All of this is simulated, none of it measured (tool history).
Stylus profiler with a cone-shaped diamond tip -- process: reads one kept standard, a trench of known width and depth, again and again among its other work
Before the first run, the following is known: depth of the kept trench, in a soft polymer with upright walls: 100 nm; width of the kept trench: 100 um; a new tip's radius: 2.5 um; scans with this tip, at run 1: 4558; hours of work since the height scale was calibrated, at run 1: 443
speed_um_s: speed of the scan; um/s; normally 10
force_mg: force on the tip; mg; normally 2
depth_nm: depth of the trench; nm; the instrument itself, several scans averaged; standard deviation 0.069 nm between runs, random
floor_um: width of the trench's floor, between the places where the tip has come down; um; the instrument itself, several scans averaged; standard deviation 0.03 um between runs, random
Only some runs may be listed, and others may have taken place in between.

run    hour  speed_um_s  force_mg  scans with this tip  hours of work since the height scale was calibrated  depth_nm  floor_um
  1       0          10         2                 4558                                                  443    101.32     98.48
  2    32.2          10         2                 4715                                                  458    101.51     98.44
  3    53.9          10         2                 4821                                                  468    101.28     98.44
  4    68.7          10         2                 4893                                                  475    101.26     98.44
  5    90.5          10         2                 4999                                                  486    101.28     98.46
  6   112.3          10         2                 5106                                                  496     101.3     98.47
  7   127.9           3         2                 5182                                                  503    101.33     98.45
  8   143.8           3         2                 5259                                                  511    101.33     98.44
  9   177.4           3         2                 5423                                                  527    101.52     98.41
 10   201.7          10         2                 5542                                                  538    101.37     98.43
 11   230.7          10         2                 5683                                                  552    101.21     98.44
 12   260.2          10         2                 5827                                                  566    101.37     98.37
 13   279.5          10         2                 5921                                                  575    101.36     98.41
 14   313.2          10         2                 6085                                                  591    101.25     98.37
 15   336.8          10         2                 6201                                                  602    101.45     98.44
 16   370.6          14         2                 6365                                                  618     101.3      98.4
 17   390.2          10         2                 6461                                                  628    101.46     98.38
 18   407.7          10         2                 6546                                                  636    101.35     98.37
 19   440.8          10         2                 6708                                                  652     101.4     98.36
 20   470.3          10         2                 6852                                                  666    101.49     98.36
 21   493.6          10         2                 6965                                                  677    101.51     98.34
 22   527.4          10         2                 7130                                                  693    101.37     98.38
 23   546.4          10         2                 7223                                                  702    101.46     98.38
 24   575.7          10         2                 7366                                                  716    101.41     98.38
 25   607.6          10      5.53                 7521                                                  731    102.47     98.34
 26     628           4      0.73                 7621                                                  740    100.99     98.32
 27   647.5           4      0.73                 7716                                                  750    100.86     98.42
 28     669           4      0.73                 7821                                                  760    100.94     98.36
 29   682.7          15      2.26                 7888                                                  766    101.51     98.31
 30   706.2          16      2.26                 8003                                                  777    101.63     98.28
 31   738.8          16      2.26                 8162                                                  793    101.58     98.37
 32   770.1          11      1.14                 8314                                                  808    101.09     98.34
 33   789.6           4      5.22                 8409                                                  817    102.42     98.33
 34   806.3          32      0.78                 8491                                                  825    101.09     98.22
 35   832.2          21      0.91                 8617                                                  837    101.07     98.22
 36   853.7          30      3.84                 8722                                                  847    102.28     98.27
 37   867.9           7      5.21                 8791                                                  854    102.36     98.27
 38   883.6          12      1.82                 8868                                                  861    101.37     98.31
 39   901.8           2      0.81                 8957                                                  870    101.04     98.34
 40   928.6           5      1.73                 9087                                                  883    101.45     98.34
 41   953.9          11      4.11                 9211                                                  895    102.29     98.32
 42   980.7          17      2.18                 9342                                                  908    101.71     98.29
 43  1008.4           7      2.18                 9476                                                  921    101.54     98.34
 44  1035.5           5      2.31                 9609                                                  933    101.88     98.32
 45  1055.8           2      2.68                 9708                                                  943    101.82     98.32
 46  1070.1           9      1.08                 9777                                                  950    101.17     98.31

Alternative continuations, all from the tool just after run 46; predict every row:
  A  1100.7          10      4.34                 9927                                                  964         ?         ?
  B  1100.7           7      3.11                 9927                                                  964         ?         ?
  C  1100.7          33      1.08                 9927                                                  964         ?         ?
  D  1100.7           9      3.46                 9927                                                  964         ?         ?
  E  1100.7           6      1.01                 9927                                                  964         ?         ?

run  depth_nm  floor_um
  A    102.28     98.26
  B    101.76     98.35
  C    101.18     98.15
  D    102.11     98.31
  E    101.25      98.3
Had the tool no hidden state, the same runs would have come out as:
run  depth_nm  floor_um
  A    101.78     98.53
  B    101.26     98.61
  C    100.68     98.41
  D    101.61     98.57
  E    100.75     98.56
